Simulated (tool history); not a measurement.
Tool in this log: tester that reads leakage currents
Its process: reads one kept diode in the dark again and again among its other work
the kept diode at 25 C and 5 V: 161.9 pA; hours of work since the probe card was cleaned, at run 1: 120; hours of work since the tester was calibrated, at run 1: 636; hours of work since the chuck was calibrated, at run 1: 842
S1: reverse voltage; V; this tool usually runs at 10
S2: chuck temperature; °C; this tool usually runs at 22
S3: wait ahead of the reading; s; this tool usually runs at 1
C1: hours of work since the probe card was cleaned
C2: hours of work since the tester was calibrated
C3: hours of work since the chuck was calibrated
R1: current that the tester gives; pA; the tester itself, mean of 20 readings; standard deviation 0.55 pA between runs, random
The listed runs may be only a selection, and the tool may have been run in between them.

Run 1, hour 0: usual settings; C1 120; C2 636; C3 842. Result: R1 172.24 pA.
Run 2, hour 73.2: usual settings; C1 169; C2 685; C3 891. Result: R1 172.22 pA.
Run 3, hour 185.1: usual settings; C1 244; C2 760; C3 966. Result: R1 171.8 pA.
Run 4, hour 238.5: usual settings; C1 279; C2 795; C3 1002. Result: R1 170.41 pA.
Run 5, hour 333.1: usual settings; C1 343; C2 859; C3 1065. Result: R1 171.05 pA.
Run 6, hour 394.5: usual settings; C1 384; C2 900; C3 1106. Result: R1 170.31 pA.
Run 7, hour 484: usual settings but S2 38 °C; C1 444; C2 960; C3 1166. Result: R1 599.39 pA.
Run 8, hour 591.1: usual settings but S2 38 °C; C1 516; C2 1031; C3 1238. Result: R1 595.84 pA.
Run 9, hour 644.8: usual settings but S2 38 °C; C1 552; C2 1067; C3 1274. Result: R1 597.18 pA.
Run 10, hour 700.6: usual settings but S2 46 °C; C1 589; C2 1105; C3 1311. Result: R1 1063.16 pA.
Run 11, hour 753.1: usual settings but S1 1 V; C1 624; C2 1140; C3 1346. Result: R1 50.27 pA.
Run 12, hour 809.1: usual settings but S1 1 V; C1 662; C2 1177; C3 1384. Result: R1 50 pA.
Run 13, hour 915.3: usual settings; C1 733; C2 1249; C3 1455. Result: R1 167.88 pA.
Run 14, hour 1008.6: usual settings; C1 795; C2 1311; C3 1517. Result: R1 166.3 pA.
Run 15, hour 1087: usual settings; C1 848; C2 1364; C3 1570. Result: R1 165.9 pA.
Run 16, hour 1172.8: usual settings but S2 32 °C; C1 905; C2 1421; C3 1627. Result: R1 368.15 pA.
Run 17, hour 1224.8: usual settings but S2 32 °C; C1 940; C2 1456; C3 1662. Result: R1 365 pA.
Run 18, hour 1324.7: usual settings but S1 18.7 V; C1 1007; C2 1523; C3 1729. Result: R1 229.06 pA.
Run 19, hour 1412.4: usual settings but S1 18.7 V; C1 1066; C2 1581; C3 1788. Result: R1 228.4 pA.
Run 20, hour 1472.7: usual settings but S1 18.7 V, S2 24 °C; C1 1106; C2 1622; C3 1828. Result: R1 268.59 pA.
Run 21, hour 1546: usual settings but S1 18.7 V, S2 24 °C; C1 1155; C2 1671; C3 1877. Result: R1 268.38 pA.
Run 22, hour 1651.8: usual settings but S2 21 °C, S3 1.54 s; C1 1226; C2 1742; C3 1948. Result: R1 149.18 pA.
Run 23, hour 1699.1: usual settings but S2 21 °C, S3 1.54 s; C1 1257; C2 1773; C3 1980. Result: R1 149.25 pA.
Run 24, hour 1760: usual settings but S1 2 V, S2 23 °C, S3 1.06 s; C1 1298; C2 1814; C3 2021. Result: R1 74.83 pA.
Run 25, hour 1831.3: usual settings but S1 5.8 V, S3 0.71 s; C1 1346; C2 1862; C3 2068. Result: R1 121.22 pA.
Run 26, hour 1906: usual settings but S2 34 °C, S3 2.65 s; C1 1396; C2 1912; C3 2118. Result: R1 413.24 pA.
Run 27, hour 1998.6: usual settings but S1 2.9 V, S3 0.34 s; C1 1458; C2 1974; C3 2180. Result: R1 83.26 pA.
Run 28, hour 2045.9: usual settings but S1 2.9 V, S3 0.34 s; C1 1490; C2 2006; C3 2212. Result: R1 83.42 pA.
Run 29, hour 2107.3: usual settings but S1 8 V, S2 29 °C, S3 1.04 s; C1 1531; C2 2047; C3 2253. Result: R1 247.31 pA.
Run 30, hour 2170.5: usual settings but S2 39 °C; C1 1573; C2 2089; C3 2295. Result: R1 599.54 pA.
Run 31, hour 2256.7: usual settings but S2 55 °C, S3 1.01 s; C1 1631; C2 2147; C3 2353. Result: R1 1859.71 pA.
Run 32, hour 2359.2: usual settings but S1 5.1 V, S2 55 °C, S3 1.01 s; C1 1700; C2 2215; C3 2422. Result: R1 1301.63 pA.
Run 33, hour 2439.4: usual settings but S1 5.6 V, S2 36 °C; C1 1753; C2 2269; C3 2476. Result: R1 349.41 pA.
At hour 2475.1: chuck's temperature calibrated.
Run 34, hour 2515.9: usual settings but S1 5.6 V, S2 36 °C; C1 1803; C2 2319; C3 27. Result: R1 397.35 pA.
Run 35, hour 2599: usual settings but S1 18.3 V, S2 29 °C, S3 0.43 s; C1 1859; C2 2375; C3 83. Result: R1 438.53 pA.
Run 36, hour 2708.6: usual settings but S1 18.3 V, S2 29 °C, S3 0.43 s; C1 1932; C2 2448; C3 156. Result: R1 434.43 pA.
Run 37, hour 2782.8: usual settings but S1 5 V, S2 47 °C, S3 8.7 s; C1 1982; C2 2498; C3 206. Result: R1 831.98 pA.
Run 38, hour 2881.8: usual settings but S1 3.5 V, S2 36 °C; C1 2048; C2 2564; C3 272. Result: R1 307.17 pA.
Run 39, hour 2945.1: usual settings but S1 3.5 V, S2 36 °C; C1 2091; C2 2606; C3 315. Result: R1 306.19 pA.

Each row is a separate what-if for the run after 39, all from the same tool condition, not one after another. Results?
Run A, hour 3023.3: usual settings but S1 10.5 V, S3 5.02 s; C1 2143; C2 2659; C3 367. Result: R1 ?.
Run B, hour 3023.3: usual settings but S3 0.33 s; C1 2143; C2 2659; C3 367. Result: R1 ?.
Run C, hour 3023.3: usual settings but S1 2.8 V, S2 57 °C, S3 5.44 s; C1 2143; C2 2659; C3 367. Result: R1 ?.

run       R1
  A   184.53
  B   179.52
  C  1202.95
Take away the tool's hidden state, keep each run's random variation, and the runs would have read:
run       R1
  A   187.88
  B   182.92
  C  1256.49

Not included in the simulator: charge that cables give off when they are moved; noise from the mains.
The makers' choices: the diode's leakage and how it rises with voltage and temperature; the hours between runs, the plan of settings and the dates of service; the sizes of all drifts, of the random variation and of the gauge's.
